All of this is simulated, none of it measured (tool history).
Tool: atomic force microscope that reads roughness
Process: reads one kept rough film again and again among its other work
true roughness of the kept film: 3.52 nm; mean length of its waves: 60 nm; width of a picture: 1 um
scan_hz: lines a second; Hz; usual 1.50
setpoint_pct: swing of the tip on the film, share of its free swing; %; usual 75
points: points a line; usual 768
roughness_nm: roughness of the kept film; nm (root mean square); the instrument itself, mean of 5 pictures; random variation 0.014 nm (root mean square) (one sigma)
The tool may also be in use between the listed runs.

run 1 hour=0.0 | scan_hz=1.50 setpoint_pct=75 points=768 | roughness_nm=3.106
run 2 hour=15.6 | scan_hz=1.50 setpoint_pct=75 points=268 | roughness_nm=3.080
-- hour=17.7 new tip fitted
run 3 hour=33.6 | scan_hz=1.50 setpoint_pct=75 points=268 | roughness_nm=3.261
run 4 hour=48.3 | scan_hz=1.50 setpoint_pct=75 points=768 | roughness_nm=3.241
run 5 hour=67.4 | scan_hz=1.50 setpoint_pct=68 points=768 | roughness_nm=3.255
run 6 hour=83.3 | scan_hz=1.50 setpoint_pct=68 points=768 | roughness_nm=3.245
run 7 hour=96.3 | scan_hz=1.50 setpoint_pct=75 points=818 | roughness_nm=3.146
run 8 hour=115.9 | scan_hz=1.50 setpoint_pct=75 points=818 | roughness_nm=3.158
run 9 hour=130.6 | scan_hz=1.50 setpoint_pct=75 points=818 | roughness_nm=3.113
run 10 hour=141.2 | scan_hz=1.50 setpoint_pct=75 points=818 | roughness_nm=3.094
-- hour=157.3 new tip fitted
run 11 hour=157.6 | scan_hz=1.50 setpoint_pct=75 points=818 | roughness_nm=3.283
run 12 hour=176.2 | scan_hz=1.50 setpoint_pct=75 points=818 | roughness_nm=3.258
run 13 hour=193.5 | scan_hz=1.50 setpoint_pct=75 points=840 | roughness_nm=3.238
run 14 hour=210.8 | scan_hz=1.50 setpoint_pct=63 points=768 | roughness_nm=3.309
run 15 hour=229.3 | scan_hz=1.50 setpoint_pct=63 points=768 | roughness_nm=3.268
run 16 hour=242.7 | scan_hz=1.50 setpoint_pct=63 points=768 | roughness_nm=3.241
run 17 hour=267.2 | scan_hz=1.50 setpoint_pct=63 points=768 | roughness_nm=3.208
run 18 hour=284.0 | scan_hz=1.50 setpoint_pct=63 points=768 | roughness_nm=3.182
-- hour=296.9 new tip fitted
run 19 hour=301.5 | scan_hz=2.53 setpoint_pct=75 points=768 | roughness_nm=3.175
run 20 hour=322.7 | scan_hz=3.34 setpoint_pct=75 points=768 | roughness_nm=3.107
run 21 hour=339.6 | scan_hz=3.34 setpoint_pct=75 points=768 | roughness_nm=3.042
run 22 hour=364.7 | scan_hz=1.50 setpoint_pct=75 points=768 | roughness_nm=3.164
run 23 hour=378.6 | scan_hz=3.25 setpoint_pct=75 points=768 | roughness_nm=3.016
run 24 hour=396.0 | scan_hz=3.25 setpoint_pct=75 points=768 | roughness_nm=2.983
run 25 hour=421.1 | scan_hz=1.50 setpoint_pct=63 points=768 | roughness_nm=3.200
-- hour=437.0 new tip fitted
run 26 hour=440.8 | scan_hz=1.50 setpoint_pct=75 points=768 | roughness_nm=3.298
run 27 hour=465.2 | scan_hz=1.50 setpoint_pct=75 points=768 | roughness_nm=3.256
run 28 hour=485.7 | scan_hz=0.54 setpoint_pct=71 points=768 | roughness_nm=3.284
run 29 hour=509.5 | scan_hz=0.54 setpoint_pct=71 points=768 | roughness_nm=3.272
run 30 hour=526.9 | scan_hz=2.85 setpoint_pct=71 points=768 | roughness_nm=3.067
run 31 hour=542.1 | scan_hz=2.85 setpoint_pct=71 points=768 | roughness_nm=3.052
run 32 hour=565.9 | scan_hz=0.76 setpoint_pct=57 points=369 | roughness_nm=3.174
-- hour=576.8 new tip fitted
run 33 hour=578.5 | scan_hz=3.84 setpoint_pct=56 points=600 | roughness_nm=3.298
run 34 hour=595.7 | scan_hz=3.84 setpoint_pct=56 points=600 | roughness_nm=3.267
run 35 hour=609.4 | scan_hz=0.82 setpoint_pct=75 points=485 | roughness_nm=3.329
run 36 hour=622.7 | scan_hz=1.12 setpoint_pct=89 points=853 | roughness_nm=3.131
run 37 hour=639.9 | scan_hz=1.77 setpoint_pct=62 points=991 | roughness_nm=3.230
run 38 hour=655.3 | scan_hz=1.77 setpoint_pct=62 points=991 | roughness_nm=3.227
run 39 hour=674.5 | scan_hz=2.66 setpoint_pct=75 points=290 | roughness_nm=3.033
run 40 hour=696.9 | scan_hz=3.63 setpoint_pct=84 points=529 | roughness_nm=2.753

The next listed run, before its measurement:
run 41 hour=709.3 | scan_hz=3.02 setpoint_pct=74 points=768 | roughness_nm=?

Run 41 gave roughness_nm 2.966 nm (root mean square).
Without the tool's hidden state the same run would have given roughness_nm 3.167 nm (root mean square).

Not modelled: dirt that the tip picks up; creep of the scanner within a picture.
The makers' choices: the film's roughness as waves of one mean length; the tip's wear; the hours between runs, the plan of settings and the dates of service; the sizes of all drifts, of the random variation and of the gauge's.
